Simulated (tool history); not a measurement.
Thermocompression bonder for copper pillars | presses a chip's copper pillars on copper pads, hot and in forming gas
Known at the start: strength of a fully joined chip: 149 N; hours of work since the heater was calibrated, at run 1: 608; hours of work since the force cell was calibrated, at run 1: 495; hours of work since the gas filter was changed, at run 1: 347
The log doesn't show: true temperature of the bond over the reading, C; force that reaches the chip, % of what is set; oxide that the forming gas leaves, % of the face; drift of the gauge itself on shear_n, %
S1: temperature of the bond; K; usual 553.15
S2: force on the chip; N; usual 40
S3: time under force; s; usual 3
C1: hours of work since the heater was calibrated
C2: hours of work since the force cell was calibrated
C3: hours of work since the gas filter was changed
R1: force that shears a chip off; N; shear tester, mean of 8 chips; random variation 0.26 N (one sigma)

run,hour,S1,S2,S3,C1,C2,C3,R1
1,0,553.15,40,3,608,495,347,65.6
2,49.5,553.15,33,3,637,524,375,54
3,96.3,553.15,33,3,664,551,402,53.2
4,132.6,549.15,40,3,685,572,423,62.8
5,159.8,549.15,40,5,700,588,439,74.6
# hour 188.1: heater calibrated with a thermocouple chip
6,205.3,549.15,40,5,10,613,464,67
# hour 241.4: forming gas filter changed
7,246.1,553.15,40,3,33,636,3,63.9
8,280.6,556.15,40,3,53,656,23,65.9
9,316.9,556.15,40,3,74,677,43,66.3
10,348.8,556.15,40,3,92,695,62,65.8
11,369,531.15,40,3,104,707,74,47.3
12,417.4,531.15,40,3,132,735,101,47.7
13,454.1,553.15,42,3,153,756,123,66.8
14,477.2,553.15,44,3,166,769,136,69.7
15,514.8,553.15,44,3,188,791,157,70.1
16,553.1,553.15,44,3,210,813,180,69.9
# hour 558.2: force cell calibrated
17,579.3,553.15,44,3,224,12,194,69.3
18,599.5,553.15,40,3,236,24,205,62.6
19,647.1,553.15,40,3,263,51,233,63
20,677.1,553.15,40,3,281,69,250,63.1
# hour 716.4: force cell calibrated, once more
21,723.6,553.15,40,3,307,4,276,66.5
22,759.9,553.15,39,2,327,25,297,55.3
23,784.8,564.15,27,4,342,39,311,55

Run 24 comes next. What will it give?
24,821.3,535.15,27,5,363,60,332,?

Run 24 gave R1 41.3 N.
Without the tool's hidden state the same run would have given R1 39.4 N.
